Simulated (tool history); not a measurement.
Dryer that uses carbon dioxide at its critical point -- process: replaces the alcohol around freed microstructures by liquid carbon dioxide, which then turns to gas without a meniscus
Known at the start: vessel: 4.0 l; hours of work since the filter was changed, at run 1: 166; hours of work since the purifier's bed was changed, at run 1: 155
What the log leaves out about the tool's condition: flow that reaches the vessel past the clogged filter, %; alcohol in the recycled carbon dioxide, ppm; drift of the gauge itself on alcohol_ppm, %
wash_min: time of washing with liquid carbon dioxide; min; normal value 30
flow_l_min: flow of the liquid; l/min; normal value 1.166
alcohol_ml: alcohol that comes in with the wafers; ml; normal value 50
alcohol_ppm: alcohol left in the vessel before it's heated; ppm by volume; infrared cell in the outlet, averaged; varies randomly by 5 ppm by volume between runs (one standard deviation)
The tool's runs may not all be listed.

run   hour  wash_min  flow_l_min  alcohol_ml  hours of work since the filter was changed  hours of work since the purifier's bed was changed  alcohol_ppm
  1      0        30       1.166          50                                         166                                                 155           40
  2    9.5        30       1.166          50                                         169                                                 158           37
  3   20.7        30       1.166          50                                         172                                                 162           18
  4     33        30       1.166          50                                         176                                                 165           44
  5     46        30       1.166          50                                         180                                                 169           37
  6   53.8        39        0.87          23                                         182                                                 172           27
  7   65.4        39        0.87          23                                         186                                                 175           29
  8   83.1        39        1.24          23                                         191                                                 181           33
  9  100.4        39        1.67          52                                         197                                                 186           16
 10  110.1        23        1.76          52                                         200                                                 189           29

What if the next run were any one of these 4? Each begins from the tool's condition after run 10:
  A  125.1        35        1.76          65                                         204                                                 194            ?
  B  125.1        20        1.13         113                                         204                                                 194            ?
  C  125.1        23        1.76          25                                         204                                                 194            ?
  D  125.1        21        1.76          29                                         204                                                 194            ?

run  alcohol_ppm
  A           28
  B          490
  C           27
  D           33
What these runs would have given with no unlogged condition in the tool:
run  alcohol_ppm
  A           11
  B          262
  C            8
  D           12

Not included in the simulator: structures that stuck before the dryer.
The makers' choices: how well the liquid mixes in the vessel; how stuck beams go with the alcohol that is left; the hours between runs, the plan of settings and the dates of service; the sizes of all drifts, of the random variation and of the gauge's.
